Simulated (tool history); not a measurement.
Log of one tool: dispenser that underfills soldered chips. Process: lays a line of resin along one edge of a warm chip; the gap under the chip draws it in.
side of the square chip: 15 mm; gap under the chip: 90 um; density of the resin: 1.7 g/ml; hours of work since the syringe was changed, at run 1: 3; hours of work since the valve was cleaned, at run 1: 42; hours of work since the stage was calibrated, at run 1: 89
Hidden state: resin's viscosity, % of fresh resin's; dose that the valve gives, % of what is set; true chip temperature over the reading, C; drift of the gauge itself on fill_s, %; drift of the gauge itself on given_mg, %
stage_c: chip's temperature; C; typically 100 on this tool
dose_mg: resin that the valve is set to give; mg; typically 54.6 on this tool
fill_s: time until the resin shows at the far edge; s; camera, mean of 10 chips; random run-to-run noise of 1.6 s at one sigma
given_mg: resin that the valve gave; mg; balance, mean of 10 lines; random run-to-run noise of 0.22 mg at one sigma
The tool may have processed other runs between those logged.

run    day  stage_c  dose_mg  hours of work since the syringe was changed  hours of work since the valve was cleaned  hours of work since the stage was calibrated  fill_s  given_mg
  1  0.000      100     54.6                                            3                                         42                                            89   200.8     52.33
     0.150  -- new syringe of resin
  2  0.254       91     54.6                                            2                                         46                                            94   231.5     52.48
  3  0.383       91     54.6                                            4                                         49                                            96   271.0     52.32
     0.475  -- new syringe of resin
  4  0.558      100     54.6                                            1                                         51                                            99   175.2     51.93
  5  0.675      100     54.6                                            3                                         54                                           101   199.2     52.23
     0.812  -- new syringe of resin
  6  0.850      100     54.6                                            1                                         56                                           103   161.4     51.94
  7  1.042      114     54.6                                            4                                         60                                           107   145.1     51.88
     1.146  -- new syringe of resin
  8  1.217       93     54.6                                            1                                         62                                           110   206.7     51.68
  9  1.442       93     54.6                                            5                                         66                                           114   274.4     51.46
     1.475  -- new syringe of resin
 10  1.671       93     54.6                                            3                                         70                                           117   244.2     51.08
     1.800  -- new syringe of resin
 11  1.883      100     54.6                                            1                                         74                                           121   174.3     51.18
 12  2.096      100     54.6                                            5                                         77                                           124   226.6     50.72
     2.129  -- new syringe of resin
 13  2.254      100     64.8                                            2                                         80                                           127   181.5     60.11
 14  2.438       95     54.6                                            5                                         83                                           130   268.5     50.49
     2.467  -- new syringe of resin
 15  2.571       95     54.6                                            2                                         85                                           132   208.8     50.48
     2.800  -- new syringe of resin
 16  2.800       96     54.6                                            0                                         89                                           136   177.5     50.46
 17  2.996       96     54.6                                            3                                         92                                           139   225.8     50.21
     3.054  -- dispensing valve cleaned and set on the balance
     3.162  -- new syringe of resin
 18  3.254       96     54.6                                            2                                          3                                           143   200.8     53.99
 19  3.404      113     48.1                                            4                                          6                                           146   154.7     48.10
     3.488  -- new syringe of resin
 20  3.642      104     70.6                                            3                                         10                                           149   168.0     70.04
     3.812  -- new syringe of resin
 21  3.812      104     70.6                                            0                                         13                                           152   138.9     69.79
 22  3.942       99     69.1                                            2                                         15                                           154   185.3     68.60
 23  4.092       99     69.1                                            5                                         17                                           157   224.9     68.06
     4.146  -- new syringe of resin
 24  4.317       99     69.1                                            3                                         21                                           161   199.7     67.50
     4.488  -- new syringe of resin
 25  4.558      104     69.1                                            1                                         25                                           165   152.3     67.78
 26  4.675       98     54.2                                            3                                         27                                           167   206.5     52.76
     4.821  -- new syringe of resin
 27  4.892       93     54.2                                            1                                         31                                           170   209.5     53.06
     5.142  -- new syringe of resin
 28  5.142       89     54.6                                            0                                         35                                           174   213.0     52.92
 29  5.379       93     59.3                                            4                                         39                                           179   251.9     57.35
     5.471  -- new syringe of resin
 30  5.525      112     46.6                                            1                                         41                                           181   128.7     44.96
 31  5.717       89     53.2                                            4                                         45                                           184   290.0     51.28
     5.796  -- new syringe of resin
 32  5.838       90     52.5                                            1                                         46                                           186   219.1     50.53
 33  5.975      112     63.8                                            3                                         49                                           189   142.5     61.34
 34  6.083      112     63.8                                            5                                         51                                           190   159.6     61.24
     6.121  -- new syringe of resin
 35  6.233      112     55.0                                            2                                         53                                           193   130.3     52.49

Predict each of these 5 candidate next runs independently; none follows another, all start after run 35:
  A  6.333       94     68.9                                            4                                         55                                           194       ?         ?
  B  6.333      105     60.7                                            4                                         55                                           194       ?         ?
  C  6.333      101     64.4                                            4                                         55                                           194       ?         ?
  D  6.333      112     50.9                                            4                                         55                                           194       ?         ?
  E  6.333       91     55.4                                            4                                         55                                           194       ?         ?

run  fill_s  given_mg
  A   234.7     65.51
  B   174.0     57.89
  C   192.5     61.43
  D   151.2     48.40
  E   255.3     52.72
With the hidden condition removed and each run's random variation left untouched, the same runs would have given:
run  fill_s  given_mg
  A   187.0     68.75
  B   138.2     60.76
  C   153.0     64.47
  D   119.3     50.79
  E   202.7     55.33

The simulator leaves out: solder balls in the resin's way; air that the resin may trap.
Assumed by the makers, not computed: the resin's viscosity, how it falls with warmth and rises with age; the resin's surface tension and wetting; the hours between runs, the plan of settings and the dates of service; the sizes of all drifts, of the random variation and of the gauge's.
